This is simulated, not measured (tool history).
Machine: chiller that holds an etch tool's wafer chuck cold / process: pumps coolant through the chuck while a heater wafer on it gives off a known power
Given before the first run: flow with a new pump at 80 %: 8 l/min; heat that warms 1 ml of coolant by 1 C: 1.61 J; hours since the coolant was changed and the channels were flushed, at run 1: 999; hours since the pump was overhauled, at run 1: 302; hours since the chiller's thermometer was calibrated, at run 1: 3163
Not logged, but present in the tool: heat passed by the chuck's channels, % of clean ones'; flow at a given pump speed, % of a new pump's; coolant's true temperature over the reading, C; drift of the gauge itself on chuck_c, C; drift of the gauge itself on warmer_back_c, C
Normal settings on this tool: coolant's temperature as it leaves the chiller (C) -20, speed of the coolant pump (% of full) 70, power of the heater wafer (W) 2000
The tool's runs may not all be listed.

| run | hour | coolant's temperature as it leaves the chiller (C) | speed of the coolant pump (% of full) | power of the heater wafer (W) | hours since the coolant was changed and the channels were flushed | hours since the pump was overhauled | hours since the chiller's thermometer was calibrated | chuck's temperature once it has settled (C) | how much warmer the coolant comes back (C) |
|---|---|---|---|---|---|---|---|---|---|
| 1 | 0.0 | -20 | 70 | 2000 | 999 | 302 | 3163 | -1.9 | 10.65 |
| 2 | 19.3 | -25 | 70 | 2000 | 1018 | 321 | 3182 | -7.0 | 10.64 |
| 3 | 32.7 | -25 | 70 | 2000 | 1031 | 334 | 3196 | -6.7 | 10.59 |
| 4 | 47.5 | -25 | 70 | 2000 | 1046 | 349 | 3211 | -6.9 | 10.65 |
| 5 | 73.6 | -25 | 70 | 2000 | 1072 | 375 | 3237 | -7.1 | 10.65 |
| 6 | 101.9 | -20 | 70 | 2000 | 1101 | 403 | 3265 | -2.0 | 10.68 |
| 7 | 116.5 | -20 | 70 | 2000 | 1115 | 418 | 3280 | -2.0 | 10.74 |
| 8 | 131.7 | -20 | 70 | 2000 | 1130 | 433 | 3295 | -1.9 | 10.77 |
| 9 | 148.1 | -20 | 70 | 2000 | 1147 | 450 | 3311 | -1.9 | 10.82 |
| 10 | 168.6 | -20 | 70 | 2000 | 1167 | 470 | 3332 | -1.8 | 10.78 |
| 11 | 183.3 | -20 | 76 | 2000 | 1182 | 485 | 3346 | -3.1 | 9.95 |
| 12 | 213.8 | -20 | 70 | 2000 | 1213 | 515 | 3377 | -1.9 | 10.73 |
| 13 | 237.6 | -20 | 70 | 2000 | 1236 | 539 | 3401 | -1.8 | 10.82 |
| 14 | 255.1 | -20 | 70 | 2000 | 1254 | 557 | 3418 | -2.1 | 10.82 |
| 15 | 283.3 | -20 | 70 | 2000 | 1282 | 585 | 3446 | -2.1 | 10.82 |
| 16 | 305.1 | -20 | 70 | 2000 | 1304 | 607 | 3468 | -1.9 | 10.82 |
| 17 | 318.8 | -20 | 70 | 2000 | 1318 | 620 | 3482 | -2.1 | 10.83 |
| 18 | 338.9 | -22 | 88 | 2077 | 1338 | 640 | 3502 | -6.5 | 9.14 |
| 19 | 363.7 | -22 | 88 | 2077 | 1362 | 665 | 3527 | -6.6 | 9.11 |
| 20 | 377.7 | -18 | 69 | 2776 | 1376 | 679 | 3541 | 7.3 | 15.27 |
| 21 | 405.2 | -25 | 70 | 2000 | 1404 | 707 | 3568 | -6.9 | 10.86 |
| 22 | 419.7 | -20 | 86 | 2685 | 1418 | 721 | 3583 | 0.6 | 12.01 |
| 23 | 448.7 | -20 | 70 | 2016 | 1447 | 750 | 3612 | -1.6 | 11.08 |
| 24 | 461.6 | -18 | 70 | 2987 | 1460 | 763 | 3625 | 8.9 | 16.16 |
| 25 | 476.8 | -18 | 70 | 1084 | 1476 | 778 | 3640 | -8.2 | 6.12 |
| 26 | 494.1 | -21 | 70 | 2682 | 1493 | 796 | 3657 | 3.3 | 14.61 |
| 27 | 507.7 | -17 | 88 | 1282 | 1506 | 809 | 3671 | -7.4 | 5.82 |
|  | 519.7 | gauge calibrated |
| 28 | 526.1 | -12 | 70 | 2000 | 1525 | 828 | 3689 | 6.2 | 10.61 |
| 29 | 542.0 | -12 | 88 | 2000 | 1541 | 844 | 3705 | 3.2 | 8.61 |
| 30 | 558.8 | -16 | 70 | 2000 | 1558 | 860 | 3722 | 2.1 | 10.73 |
| 31 | 581.7 | -16 | 70 | 2000 | 1580 | 883 | 3745 | 2.0 | 10.74 |

3 ways to go on from here, each from the tool as it stands after run 31. What would each give?
| A | 610.1 | -25 | 97 | 1145 | 1609 | 912 | 3773 | ? | ? |
| B | 610.1 | -20 | 66 | 1279 | 1609 | 912 | 3773 | ? | ? |
| C | 610.1 | -27 | 70 | 2000 | 1609 | 912 | 3773 | ? | ? |

| run | chuck's temperature once it has settled (C) | how much warmer the coolant comes back (C) |
|---|---|---|
| A | -17.1 | 4.54 |
| B | -8.0 | 7.28 |
| C | -9.0 | 10.65 |
What these runs would have given with no unlogged condition in the tool:
| run | chuck's temperature once it has settled (C) | how much warmer the coolant comes back (C) |
|---|---|---|
| A | -17.1 | 4.47 |
| B | -8.0 | 7.21 |
| C | -9.0 | 10.58 |

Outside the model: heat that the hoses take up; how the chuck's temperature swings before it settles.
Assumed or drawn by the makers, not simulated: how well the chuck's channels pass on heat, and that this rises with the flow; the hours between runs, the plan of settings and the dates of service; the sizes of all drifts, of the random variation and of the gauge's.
